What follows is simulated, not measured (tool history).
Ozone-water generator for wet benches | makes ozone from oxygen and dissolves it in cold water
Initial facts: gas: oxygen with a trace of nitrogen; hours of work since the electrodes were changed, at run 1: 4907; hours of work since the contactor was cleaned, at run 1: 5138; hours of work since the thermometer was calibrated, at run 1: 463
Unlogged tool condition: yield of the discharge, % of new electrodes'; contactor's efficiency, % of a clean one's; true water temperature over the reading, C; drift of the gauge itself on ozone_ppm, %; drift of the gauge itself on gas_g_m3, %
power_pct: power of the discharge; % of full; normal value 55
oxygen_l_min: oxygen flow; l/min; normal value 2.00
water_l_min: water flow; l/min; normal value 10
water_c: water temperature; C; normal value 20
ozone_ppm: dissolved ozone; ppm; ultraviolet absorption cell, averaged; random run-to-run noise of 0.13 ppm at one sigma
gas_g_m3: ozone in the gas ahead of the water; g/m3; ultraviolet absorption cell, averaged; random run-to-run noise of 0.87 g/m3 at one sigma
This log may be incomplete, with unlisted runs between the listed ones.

run,hour,power_pct,oxygen_l_min,water_l_min,water_c,hours of work since the electrodes were changed,hours of work since the contactor was cleaned,hours of work since the thermometer was calibrated,ozone_ppm,gas_g_m3
1,0.0,55,2.00,10,20,4907,5138,463,12.2,125.1
2,138.0,55,2.00,10,20,5026,5258,582,12.3,125.9
# hour 174.1: contactor cleaned
3,251.2,55,2.00,10,20,5121,67,677,12.9,127.3
4,345.3,55,2.00,10,20,5202,148,758,12.8,125.4
5,492.6,55,2.00,10,20,5330,276,886,12.7,124.9
6,648.0,55,2.00,10,20,5465,411,1020,12.6,123.0
7,822.4,55,2.00,10,20,5616,562,1172,12.4,123.1
8,925.2,55,2.00,10,20,5705,651,1261,12.6,123.3
9,1093.8,55,2.00,10,20,5851,797,1407,12.1,122.7
10,1204.3,55,2.00,10,20,5947,892,1502,12.3,123.4
11,1371.1,55,2.00,10,20,6091,1037,1647,12.0,122.4
12,1565.2,55,2.13,10,20,6259,1205,1815,12.4,118.1
13,1709.2,55,2.13,10,20,6384,1330,1940,12.0,118.1
14,1890.2,65,3.33,12,12,6541,1487,2096,14.0,107.5
15,2039.4,65,3.33,12,12,6670,1616,2226,14.0,108.3
16,2127.9,50,1.85,12,13,6747,1692,2302,10.1,116.5
17,2277.8,51,1.77,10,20,6877,1822,2432,11.1,120.0
18,2413.0,51,1.77,10,20,6994,1939,2549,10.9,118.4
19,2583.9,76,1.77,12,20,7142,2088,2697,12.4,155.2
20,2689.8,76,1.11,12,21,7233,2179,2789,10.7,188.2
21,2856.0,76,1.11,12,21,7377,2323,2933,10.6,188.0
22,3037.6,46,2.00,10,20,7535,2481,3090,10.3,104.9
23,3187.0,46,2.00,10,20,7664,2610,3220,10.2,103.5
24,3368.6,55,2.00,10,18,7821,2767,3377,11.8,117.3
25,3482.7,55,2.00,10,18,7920,2866,3476,11.8,115.0

Alternative continuations, all from the tool just after run 25; predict every row:
A,3596.1,55,2.81,8,18,8019,2964,3574,?,?
B,3596.1,54,2.00,10,20,8019,2964,3574,?,?
C,3596.1,55,1.79,15,20,8019,2964,3574,?,?
D,3596.1,55,2.00,7,22,8019,2964,3574,?,?
E,3596.1,49,2.00,10,21,8019,2964,3574,?,?

run,ozone_ppm,gas_g_m3
A,14.1,100.4
B,11.2,114.1
C,7.9,122.0
D,14.4,115.7
E,10.4,107.4
Without the tool's unlogged condition, the same runs would have read:
run,ozone_ppm,gas_g_m3
A,17.8,123.1
B,14.1,139.3
C,10.1,149.5
D,18.0,141.6
E,12.9,128.8
